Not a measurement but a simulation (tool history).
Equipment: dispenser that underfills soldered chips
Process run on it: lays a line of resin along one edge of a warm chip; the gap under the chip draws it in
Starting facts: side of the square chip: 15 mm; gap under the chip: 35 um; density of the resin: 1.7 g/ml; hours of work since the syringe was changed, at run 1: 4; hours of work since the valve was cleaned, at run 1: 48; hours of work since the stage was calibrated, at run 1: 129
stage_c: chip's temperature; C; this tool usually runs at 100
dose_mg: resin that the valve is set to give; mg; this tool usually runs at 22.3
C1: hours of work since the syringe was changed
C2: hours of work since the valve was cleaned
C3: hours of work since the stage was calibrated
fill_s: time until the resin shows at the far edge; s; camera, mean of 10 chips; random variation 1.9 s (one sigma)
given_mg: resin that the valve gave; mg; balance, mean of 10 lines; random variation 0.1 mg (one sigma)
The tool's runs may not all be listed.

Run 1, hour 0: usual settings; C1 4; C2 48; C3 129. Result: fill_s 220.4 s, given_mg 21.65 mg.
At hour 3.8: new syringe of resin.
Run 2, hour 8.8: usual settings but dose_mg 26 mg; C1 3; C2 54; C3 134. Result: fill_s 208.6 s, given_mg 24.85 mg.
At hour 12.5: new syringe of resin.
Run 3, hour 14.3: usual settings but dose_mg 21 mg; C1 1; C2 58; C3 138. Result: fill_s 189.3 s, given_mg 20.12 mg.
Run 4, hour 20.4: usual settings but dose_mg 22.9 mg; C1 5; C2 62; C3 142. Result: fill_s 246.1 s, given_mg 21.8 mg.
At hour 21.3: new syringe of resin.
At hour 30.5: new syringe of resin.
Run 5, hour 31.7: usual settings; C1 1; C2 69; C3 149. Result: fill_s 182.8 s, given_mg 21.18 mg.
At hour 39.1: new syringe of resin.
Run 6, hour 43: usual settings; C1 3; C2 76; C3 157. Result: fill_s 205.3 s, given_mg 21.08 mg.
At hour 48.6: new syringe of resin.
Run 7, hour 52.4: usual settings but dose_mg 24.7 mg; C1 3; C2 83; C3 163. Result: fill_s 206.9 s, given_mg 23 mg.
At hour 57.7: new syringe of resin.
Run 8, hour 57.7: usual settings but stage_c 88 C, dose_mg 29 mg; C1 0; C2 86; C3 166. Result: fill_s 305.9 s, given_mg 27.02 mg.
At hour 67.2: new syringe of resin.
Run 9, hour 67.7: usual settings but stage_c 88 C, dose_mg 29 mg; C1 0; C2 92; C3 173. Result: fill_s 300.5 s, given_mg 27 mg.
At hour 76.2: new syringe of resin.
Run 10, hour 78: usual settings but stage_c 98 C, dose_mg 29 mg; C1 1; C2 99; C3 179. Result: fill_s 198.5 s, given_mg 26.8 mg.
At hour 84.9: new syringe of resin.
Run 11, hour 89.4: usual settings but stage_c 92 C, dose_mg 19.6 mg; C1 3; C2 107; C3 187. Result: fill_s 304.6 s, given_mg 17.93 mg.
At hour 94.1: new syringe of resin.
Run 12, hour 94.2: usual settings but stage_c 86 C; C1 0; C2 110; C3 190. Result: fill_s 336.7 s, given_mg 20.16 mg.
At hour 102.8: new syringe of resin.
Run 13, hour 102.8: usual settings but stage_c 113 C, dose_mg 27.2 mg; C1 0; C2 115; C3 195. Result: fill_s 96.4 s, given_mg 24.75 mg.

Predict each of these 5 candidate next runs independently; none follows another, all start after run 13:
At hour 111.7: new syringe of resin.
Run A, hour 112.7: usual settings but stage_c 113 C; C1 1; C2 122; C3 202. Result: fill_s ?, given_mg ?.
At hour 111.7: new syringe of resin.
Run B, hour 112.7: usual settings but stage_c 96 C, dose_mg 25.8 mg; C1 1; C2 122; C3 202. Result: fill_s ?, given_mg ?.
At hour 111.7: new syringe of resin.
Run C, hour 112.7: usual settings but stage_c 98 C, dose_mg 22.4 mg; C1 1; C2 122; C3 202. Result: fill_s ?, given_mg ?.
At hour 111.7: new syringe of resin.
Run D, hour 112.7: usual settings but stage_c 98 C, dose_mg 24 mg; C1 1; C2 122; C3 202. Result: fill_s ?, given_mg ?.
At hour 111.7: new syringe of resin.
Run E, hour 112.7: usual settings but stage_c 115 C, dose_mg 27.5 mg; C1 1; C2 122; C3 202. Result: fill_s ?, given_mg ?.

run  fill_s  given_mg
  A   102.2     20.21
  B   212.2     23.41
  C   197.5     20.28
  D   196.1      21.6
  E    90.5     24.98
Without the tool's unlogged condition, the same runs would have read:
run  fill_s  given_mg
  A   105.7     22.38
  B   222.7     25.93
  C   205.7     22.45
  D     205     23.91
  E    94.5     27.66
